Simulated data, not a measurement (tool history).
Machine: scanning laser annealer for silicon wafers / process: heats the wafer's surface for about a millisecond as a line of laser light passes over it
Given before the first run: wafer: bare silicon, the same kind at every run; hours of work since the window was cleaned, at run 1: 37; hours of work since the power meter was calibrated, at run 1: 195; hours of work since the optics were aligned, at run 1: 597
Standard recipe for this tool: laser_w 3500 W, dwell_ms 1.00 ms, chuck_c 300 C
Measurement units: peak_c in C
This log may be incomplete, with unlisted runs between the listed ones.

run,hour,laser_w,dwell_ms,chuck_c,hours of work since the window was cleaned,hours of work since the power meter was calibrated,hours of work since the optics were aligned,peak_c
1,0.0,3500,1.00,300,37,195,597,1100
2,14.4,3500,1.00,300,44,203,605,1101
3,31.8,3500,1.00,300,54,212,614,1102
4,44.4,3500,1.00,300,60,219,621,1100
5,56.2,3500,1.00,300,67,225,627,1103
6,70.3,3500,1.00,300,74,233,635,1098
7,82.7,3500,0.75,300,81,239,641,998
8,100.5,3707,1.00,300,91,249,651,1143
9,112.0,3707,1.00,300,97,255,657,1143
10,131.9,3753,1.00,284,107,266,668,1135
11,145.8,3187,1.03,297,115,273,675,1040
12,160.2,3500,0.94,314,122,281,683,1092
13,174.6,3500,0.94,314,130,289,691,1091
14,192.1,3604,0.74,329,140,298,700,1044
15,201.5,3369,0.74,310,145,303,705,982

Forecast each of these 4 alternatives for the next run:
A,215.1,3500,1.03,300,152,310,712,?
B,215.1,3555,0.74,287,152,310,712,?
C,215.1,3107,1.00,273,152,310,712,?
D,215.1,3154,0.74,324,152,310,712,?

run,peak_c
A,1114
B,992
C,990
D,956
With the hidden condition removed and each run's random variation left untouched, the same runs would have given:
run,peak_c
A,1114
B,992
C,990
D,956

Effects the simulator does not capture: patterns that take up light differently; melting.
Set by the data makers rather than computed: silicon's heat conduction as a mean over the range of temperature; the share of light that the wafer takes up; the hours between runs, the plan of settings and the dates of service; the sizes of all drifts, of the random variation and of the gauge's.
